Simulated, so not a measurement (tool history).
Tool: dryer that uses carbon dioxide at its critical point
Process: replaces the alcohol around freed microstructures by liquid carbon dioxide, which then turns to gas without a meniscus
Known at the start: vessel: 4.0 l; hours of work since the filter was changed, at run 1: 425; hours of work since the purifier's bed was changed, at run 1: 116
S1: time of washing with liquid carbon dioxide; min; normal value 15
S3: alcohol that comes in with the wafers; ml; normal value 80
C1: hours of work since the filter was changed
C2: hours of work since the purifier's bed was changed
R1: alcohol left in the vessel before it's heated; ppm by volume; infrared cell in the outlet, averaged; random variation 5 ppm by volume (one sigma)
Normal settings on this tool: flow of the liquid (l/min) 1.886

Run 1, hour 0.0: usual settings; C1 425; C2 116. Result: R1 65 ppm by volume.
Run 2, hour 23.1: usual settings; C1 441; C2 133. Result: R1 76 ppm by volume.
Run 3, hour 35.7: usual settings; C1 451; C2 142. Result: R1 74 ppm by volume.
Run 4, hour 57.8: usual settings; C1 467; C2 158. Result: R1 82 ppm by volume.
Run 5, hour 76.1: usual settings but S1 10 min; C1 480; C2 171. Result: R1 385 ppm by volume.
Run 6, hour 102.6: usual settings but S1 10 min; C1 499; C2 191. Result: R1 383 ppm by volume.
Run 7, hour 123.7: usual settings but S3 51 ml; C1 515; C2 206. Result: R1 65 ppm by volume.
Run 8, hour 144.3: usual settings but S3 51 ml; C1 530; C2 221. Result: R1 66 ppm by volume.
Run 9, hour 168.6: usual settings but flow of the liquid (l/min) 2.560; C1 548; C2 239. Result: R1 43 ppm by volume.
Run 10, hour 181.6: usual settings but flow of the liquid (l/min) 2.560, S3 81 ml; C1 557; C2 248. Result: R1 48 ppm by volume.
Run 11, hour 199.4: usual settings but flow of the liquid (l/min) 2.560, S3 81 ml; C1 570; C2 261. Result: R1 44 ppm by volume.
Run 12, hour 219.8: usual settings but S1 14 min, flow of the liquid (l/min) 2.460; C1 585; C2 276. Result: R1 67 ppm by volume.
At hour 230.4: inlet filter changed.
Run 13, hour 246.4: usual settings but flow of the liquid (l/min) 1.770; C1 12; C2 295. Result: R1 93 ppm by volume.
Run 14, hour 263.5: usual settings but S1 10 min, flow of the liquid (l/min) 2.180, S3 78 ml; C1 24; C2 307. Result: R1 200 ppm by volume.
Run 15, hour 287.7: usual settings but S1 17 min, S3 73 ml; C1 42; C2 325. Result: R1 74 ppm by volume.
Run 16, hour 300.9: usual settings but S1 9 min, flow of the liquid (l/min) 1.170; C1 52; C2 335. Result: R1 1853 ppm by volume.
Run 17, hour 326.8: usual settings but S1 10 min, flow of the liquid (l/min) 1.460, S3 38 ml; C1 70; C2 354. Result: R1 404 ppm by volume.
Run 18, hour 349.3: usual settings but flow of the liquid (l/min) 1.320; C1 87; C2 370. Result: R1 276 ppm by volume.
Run 19, hour 360.3: usual settings but flow of the liquid (l/min) 1.320; C1 95; C2 378. Result: R1 286 ppm by volume.
Run 20, hour 375.4: usual settings but S1 12 min, flow of the liquid (l/min) 2.410, S3 37 ml; C1 106; C2 389. Result: R1 79 ppm by volume.

Forecast each of these 3 alternatives for the next run:
Run A, hour 398.5: usual settings but S1 19 min, flow of the liquid (l/min) 1.230, S3 69 ml; C1 123; C2 406. Result: R1 ?.
Run B, hour 398.5: usual settings but S1 21 min, flow of the liquid (l/min) 1.750; C1 123; C2 406. Result: R1 ?.
Run C, hour 398.5: usual settings but S1 12 min, flow of the liquid (l/min) 1.270, S3 71 ml; C1 123; C2 406. Result: R1 ?.

run   R1
  A  141
  B   78
  C  619
Stripped of hidden state, with their random variation kept, the same runs would have yielded:
run   R1
  A   70
  B   15
  C  524
